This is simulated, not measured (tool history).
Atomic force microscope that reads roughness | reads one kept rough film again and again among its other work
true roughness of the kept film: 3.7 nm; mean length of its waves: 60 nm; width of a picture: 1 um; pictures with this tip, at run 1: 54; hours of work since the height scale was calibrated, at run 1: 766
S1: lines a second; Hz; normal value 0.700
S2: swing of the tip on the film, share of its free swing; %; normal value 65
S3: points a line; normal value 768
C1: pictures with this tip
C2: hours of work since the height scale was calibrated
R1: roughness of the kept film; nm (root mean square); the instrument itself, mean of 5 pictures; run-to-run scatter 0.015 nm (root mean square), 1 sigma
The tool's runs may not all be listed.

run	hour	S1	S2	S3	C1	C2	R1
1	0.0	0.700	65	768	54	766	3.516
# hour 38.3: new tip fitted
2	47.4	0.700	58	768	22	800	3.546
3	96.7	0.700	58	768	141	835	3.518
# hour 103.3: new tip fitted
4	151.3	0.700	65	768	116	873	3.481
# hour 167.0: new tip fitted
5	204.4	0.700	65	768	90	911	3.496
# hour 227.4: new tip fitted
6	257.4	0.700	65	768	72	948	3.519
# hour 287.5: new tip fitted
7	322.4	1.401	79	768	84	994	3.213
# hour 348.7: new tip fitted
8	352.2	2.078	90	313	8	1015	2.777
# hour 411.5: new tip fitted
9	411.5	1.434	63	970	0	1056	3.412
10	458.4	1.434	63	970	113	1090	3.453
# hour 474.2: new tip fitted
11	507.7	1.434	63	970	80	1124	3.404

Forecast each of these 4 alternatives for the next run:
# hour 538.0: new tip fitted
A	538.2	0.894	75	470	0	1146	?
# hour 538.0: new tip fitted
B	538.2	1.434	71	970	0	1146	?
# hour 538.0: new tip fitted
C	538.2	1.434	79	780	0	1146	?
# hour 538.0: new tip fitted
D	538.2	1.265	65	264	0	1146	?

run	R1
A	3.386
B	3.323
C	3.225
D	3.394
Stripped of hidden state, with their random variation kept, the same runs would have yielded:
run	R1
A	3.387
B	3.324
C	3.226
D	3.395

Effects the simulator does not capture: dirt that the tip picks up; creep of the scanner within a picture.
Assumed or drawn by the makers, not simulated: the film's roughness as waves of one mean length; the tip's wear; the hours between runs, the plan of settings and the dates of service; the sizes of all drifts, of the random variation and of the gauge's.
